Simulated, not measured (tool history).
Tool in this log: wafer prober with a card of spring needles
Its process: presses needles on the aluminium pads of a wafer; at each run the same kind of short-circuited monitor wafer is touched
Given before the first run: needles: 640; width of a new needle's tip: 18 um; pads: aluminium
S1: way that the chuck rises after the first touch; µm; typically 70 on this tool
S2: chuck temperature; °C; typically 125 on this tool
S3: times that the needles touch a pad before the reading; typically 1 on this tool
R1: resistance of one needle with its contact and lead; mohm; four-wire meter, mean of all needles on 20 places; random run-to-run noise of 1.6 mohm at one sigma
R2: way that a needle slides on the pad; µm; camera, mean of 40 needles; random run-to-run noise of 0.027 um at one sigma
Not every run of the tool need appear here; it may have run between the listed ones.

| run | day | S1 | S2 | S3 | R1 | R2 |
|---|---|---|---|---|---|---|
| 1 | 0 | 70 | 125 | 1 | 195 | 18.74 |
| 2 | 1.308 | 70 | 125 | 1 | 218 | 18.69 |
| 3 | 2.967 | 70 | 125 | 1 | 209 | 18.67 |
| 4 | 4.683 | 70 | 125 | 1 | 210 | 18.61 |
| 5 | 5.938 | 70 | 125 | 1 | 211 | 18.58 |
| 6 | 7.542 | 70 | 125 | 1 | 202 | 18.53 |
| 7 | 8.546 | 70 | 125 | 1 | 207 | 18.82 |
| 8 | 9.496 | 70 | 125 | 1 | 200 | 18.77 |
| 9 | 10.571 | 70 | 125 | 1 | 202 | 18.71 |
| 10 | 11.871 | 70 | 125 | 1 | 217 | 18.7 |
| 11 | 13.3 | 70 | 125 | 1 | 204 | 18.68 |
| 12 | 14.912 | 70 | 125 | 1 | 172 | 18.66 |
| 13 | 16.475 | 70 | 125 | 1 | 218 | 18.53 |
| 14 | 17.275 | 70 | 125 | 1 | 212 | 18.6 |
| 15 | 17.967 | 70 | 125 | 1 | 182 | 18.52 |
| 16 | 19.6 | 70 | 125 | 1 | 165 | 18.74 |
| 17 | 21.121 | 70 | 112 | 2 | 190 | 18.75 |
| 18 | 22.771 | 52 | 33 | 2 | 189 | 13.83 |
| 19 | 23.658 | 52 | 33 | 2 | 183 | 13.81 |
| 20 | 24.342 | 52 | 33 | 2 | 231 | 13.85 |
| 21 | 25.783 | 52 | 33 | 2 | 193 | 13.79 |
| 22 | 27.371 | 56 | 78 | 2 | 167 | 14.79 |
| 23 | 28.612 | 56 | 78 | 2 | 200 | 14.83 |
| 24 | 29.767 | 85 | 77 | 2 | 167 | 22.54 |
| 25 | 30.808 | 85 | 77 | 2 | 172 | 22.78 |
| 26 | 31.588 | 85 | 34 | 2 | 161 | 22.79 |
| 27 | 33.271 | 69 | 30 | 2 | 172 | 18.44 |
| 28 | 34.862 | 69 | 48 | 2 | 145 | 18.38 |
| 29 | 36.058 | 70 | 46 | 1 | 175 | 18.68 |
| 30 | 37.267 | 87 | 38 | 3 | 149 | 23.2 |
| 31 | 38.167 | 87 | 38 | 3 | 148 | 23.12 |
| 32 | 39.683 | 70 | 34 | 2 | 149 | 18.51 |

The log once held 45 entries between its listed runs, left out of this copy. Where does each go, and what is different about the tool's unlogged condition between the listed run before it and the listed run after it?
Logged between run 1 and run 2: tips cleaned on abrasive film (day 0.471)
  debris on the tips, nm: 51.7 -> 81.4; way that the needles fall short of the set height, um: 0.16 -> 0.26; tips' diameter, um: 18.41 -> 18.44
  measured value less the no-hidden-state value, R1: +41 -> +65 mohm; R2: -0.05 -> -0.07 µm
Logged between run 2 and run 3: tips cleaned on abrasive film (day 1.412); tips cleaned on abrasive film (day 2.358)
  debris on the tips, nm: 81.4 -> 67.7; way that the needles fall short of the set height, um: 0.26 -> 0.43; tips' diameter, um: 18.44 -> 18.5
  measured value less the no-hidden-state value, R1: +65 -> +54 mohm; R2: -0.07 -> -0.12 µm
Logged between run 3 and run 4: tips cleaned on abrasive film (day 3.292); tips cleaned on abrasive film (day 4.208)
  debris on the tips, nm: 67.7 -> 63.4; way that the needles fall short of the set height, um: 0.43 -> 0.59; tips' diameter, um: 18.5 -> 18.56
  measured value less the no-hidden-state value, R1: +54 -> +52 mohm; R2: -0.12 -> -0.15 µm
Logged between run 4 and run 5: tips cleaned on abrasive film (day 5.196)
  debris on the tips, nm: 63.4 -> 73.6; way that the needles fall short of the set height, um: 0.59 -> 0.66; tips' diameter, um: 18.56 -> 18.58
  measured value less the no-hidden-state value, R1: +52 -> +60 mohm; R2: -0.15 -> -0.18 µm
Logged between run 5 and run 6: tips cleaned on abrasive film (day 6.1); tips cleaned on abrasive film (day 7.092)
  debris on the tips, nm: 73.6 -> 57.1; way that the needles fall short of the set height, um: 0.66 -> 0.81; tips' diameter, um: 18.58 -> 18.63
  measured value less the no-hidden-state value, R1: +60 -> +47 mohm; R2: -0.18 -> -0.21 µm
Logged between run 6 and run 7: tips cleaned on abrasive film (day 8.021); height of the first contact set anew (day 8.45)
  debris on the tips, nm: 57.1 -> 66.8; way that the needles fall short of the set height, um: 0.81 -> 0; tips' diameter, um: 18.63 -> 18.66
  measured value less the no-hidden-state value, R1: +47 -> +53 mohm; R2: -0.21 -> +0 µm
Logged between run 7 and run 8: tips cleaned on abrasive film (day 9.038)
  debris on the tips, nm: 66.8 -> 58.4; way that the needles fall short of the set height, um: 0 -> 0.07; tips' diameter, um: 18.66 -> 18.69
  measured value less the no-hidden-state value, R1: +53 -> +47 mohm; R2: +0 -> -0.02 µm
Logged between run 8 and run 9: tips cleaned on abrasive film (day 10.029)
  debris on the tips, nm: 58.4 -> 61.1; way that the needles fall short of the set height, um: 0.07 -> 0.14; tips' diameter, um: 18.69 -> 18.71
  measured value less the no-hidden-state value, R1: +47 -> +50 mohm; R2: -0.02 -> -0.04 µm
Logged between run 9 and run 10: tips cleaned on abrasive film (day 11.033)
  debris on the tips, nm: 61.1 -> 83; way that the needles fall short of the set height, um: 0.14 -> 0.23; tips' diameter, um: 18.71 -> 18.74
  measured value less the no-hidden-state value, R1: +50 -> +66 mohm; R2: -0.04 -> -0.06 µm
Logged between run 10 and run 11: tips cleaned on abrasive film (day 11.983); tips cleaned on abrasive film (day 12.9)
  debris on the tips, nm: 83 -> 59; way that the needles fall short of the set height, um: 0.23 -> 0.42; tips' diameter, um: 18.74 -> 18.81
  measured value less the no-hidden-state value, R1: +66 -> +49 mohm; R2: -0.06 -> -0.11 µm
Logged between run 11 and run 12: tips cleaned on abrasive film (day 13.871); tips cleaned on abrasive film (day 14.85)
  debris on the tips, nm: 59 -> 17; way that the needles fall short of the set height, um: 0.42 -> 0.61; tips' diameter, um: 18.81 -> 18.88
  measured value less the no-hidden-state value, R1: +49 -> +16 mohm; R2: -0.11 -> -0.16 µm
Logged between run 12 and run 13: tips cleaned on abrasive film (day 15.758)
  debris on the tips, nm: 17 -> 74.6; way that the needles fall short of the set height, um: 0.61 -> 0.68; tips' diameter, um: 18.88 -> 18.9
  measured value less the no-hidden-state value, R1: +16 -> +63 mohm; R2: -0.16 -> -0.18 µm
Logged between run 13 and run 14: tips cleaned on abrasive film (day 16.738)
  debris on the tips, nm: 74.6 -> 64.7; way that the needles fall short of the set height, um: 0.68 -> 0.74; tips' diameter, um: 18.9 -> 18.92
  measured value less the no-hidden-state value, R1: +63 -> +55 mohm; R2: -0.18 -> -0.2 µm
Logged between run 14 and run 15: tips cleaned on abrasive film (day 17.758)
  debris on the tips, nm: 64.7 -> 32.8; way that the needles fall short of the set height, um: 0.74 -> 0.85; tips' diameter, um: 18.92 -> 18.96
  measured value less the no-hidden-state value, R1: +55 -> +29 mohm; R2: -0.2 -> -0.23 µm
Logged between run 15 and run 16: tips cleaned on abrasive film (day 18.667); height of the first contact set anew (day 19.362); tips cleaned on abrasive film (day 19.596)
  debris on the tips, nm: 32.8 -> 9.8; way that the needles fall short of the set height, um: 0.85 -> 0.06; tips' diameter, um: 18.96 -> 19.02
  measured value less the no-hidden-state value, R1: +29 -> +10 mohm; R2: -0.23 -> -0.01 µm
Logged between run 16 and run 17: tips cleaned on abrasive film (day 20.521)
  debris on the tips, nm: 9.8 -> 70.6; way that the needles fall short of the set height, um: 0.06 -> 0.15; tips' diameter, um: 19.02 -> 19.05
  measured value less the no-hidden-state value, R1: +10 -> +38 mohm; R2: -0.01 -> -0.03 µm
Logged between run 17 and run 18: tips cleaned on abrasive film (day 21.529); tips cleaned on abrasive film (day 22.446)
  debris on the tips, nm: 70.6 -> 42.7; way that the needles fall short of the set height, um: 0.15 -> 0.33; tips' diameter, um: 19.05 -> 19.11
  measured value less the no-hidden-state value, R1: +38 -> +44 mohm; R2: -0.03 -> -0.09 µm
Logged between run 18 and run 19: tips cleaned on abrasive film (day 23.467)
  debris on the tips, nm: 42.7 -> 35.4; way that the needles fall short of the set height, um: 0.33 -> 0.42; tips' diameter, um: 19.11 -> 19.14
  measured value less the no-hidden-state value, R1: +44 -> +38 mohm; R2: -0.09 -> -0.11 µm
Logged between run 20 and run 21: tips cleaned on abrasive film (day 24.467); tips cleaned on abrasive film (day 25.404)
  debris on the tips, nm: 84 -> 44.1; way that the needles fall short of the set height, um: 0.42 -> 0.6; tips' diameter, um: 19.14 -> 19.21
  measured value less the no-hidden-state value, R1: +85 -> +47 mohm; R2: -0.11 -> -0.16 µm
Logged between run 21 and run 22: tips cleaned on abrasive film (day 26.329); tips cleaned on abrasive film (day 27.3)
  debris on the tips, nm: 44.1 -> 17.2; way that the needles fall short of the set height, um: 0.6 -> 0.74; tips' diameter, um: 19.21 -> 19.25
  measured value less the no-hidden-state value, R1: +47 -> +16 mohm; R2: -0.16 -> -0.19 µm
Logged between run 22 and run 23: tips cleaned on abrasive film (day 28.212)
  debris on the tips, nm: 17.2 -> 56.3; way that the needles fall short of the set height, um: 0.74 -> 0.84; tips' diameter, um: 19.25 -> 19.29
  measured value less the no-hidden-state value, R1: +16 -> +49 mohm; R2: -0.19 -> -0.22 µm
Logged between run 23 and run 24: tips cleaned on abrasive film (day 29.162)
  debris on the tips, nm: 56.3 -> 68.5; way that the needles fall short of the set height, um: 0.84 -> 0.93; tips' diameter, um: 19.29 -> 19.32
  measured value less the no-hidden-state value, R1: +49 -> +28 mohm; R2: -0.22 -> -0.25 µm
Logged between run 24 and run 25: tips cleaned on abrasive film (day 30.088); height of the first contact set anew (day 30.275)
  debris on the tips, nm: 68.5 -> 75.1; way that the needles fall short of the set height, um: 0.93 -> 0; tips' diameter, um: 19.32 -> 19.34
  measured value less the no-hidden-state value, R1: +28 -> +31 mohm; R2: -0.25 -> +0 µm
Logged between run 25 and run 26: tips cleaned on abrasive film (day 31.029)
  debris on the tips, nm: 75.1 -> 68.8; way that the needles fall short of the set height, um: 0 -> 0.08; tips' diameter, um: 19.34 -> 19.37
  measured value less the no-hidden-state value, R1: +31 -> +30 mohm; R2: +0 -> -0.02 µm
Logged between run 26 and run 27: tips cleaned on abrasive film (day 31.938); tips cleaned on abrasive film (day 32.888)
  debris on the tips, nm: 68.8 -> 54.3; way that the needles fall short of the set height, um: 0.08 -> 0.25; tips' diameter, um: 19.37 -> 19.43
  measured value less the no-hidden-state value, R1: +30 -> +35 mohm; R2: -0.02 -> -0.07 µm
Logged between run 27 and run 28: tips cleaned on abrasive film (day 33.842); tips cleaned on abrasive film (day 34.862)
  debris on the tips, nm: 54.3 -> 6.8; way that the needles fall short of the set height, um: 0.25 -> 0.4; tips' diameter, um: 19.43 -> 19.48
  measured value less the no-hidden-state value, R1: +35 -> +6 mohm; R2: -0.07 -> -0.11 µm
Logged between run 28 and run 29: tips cleaned on abrasive film (day 35.875)
  debris on the tips, nm: 6.8 -> 32.3; way that the needles fall short of the set height, um: 0.4 -> 0.49; tips' diameter, um: 19.48 -> 19.52
  measured value less the no-hidden-state value, R1: +6 -> +34 mohm; R2: -0.11 -> -0.14 µm
Logged between run 29 and run 30: tips cleaned on abrasive film (day 36.779)
  debris on the tips, nm: 32.3 -> 60.4; way that the needles fall short of the set height, um: 0.49 -> 0.59; tips' diameter, um: 19.52 -> 19.55
  measured value less the no-hidden-state value, R1: +34 -> +16 mohm; R2: -0.14 -> -0.16 µm
Logged between run 30 and run 31: tips cleaned on abrasive film (day 37.758)
  debris on the tips, nm: 60.4 -> 59.6; way that the needles fall short of the set height, um: 0.59 -> 0.69; tips' diameter, um: 19.55 -> 19.59
  measured value less the no-hidden-state value, R1: +16 -> +16 mohm; R2: -0.16 -> -0.19 µm
Logged between run 31 and run 32: tips cleaned on abrasive film (day 38.721); tips cleaned on abrasive film (day 39.658)
  debris on the tips, nm: 59.6 -> 11.3; way that the needles fall short of the set height, um: 0.69 -> 0.9; tips' diameter, um: 19.59 -> 19.66
  measured value less the no-hidden-state value, R1: +16 -> +9 mohm; R2: -0.19 -> -0.25 µm
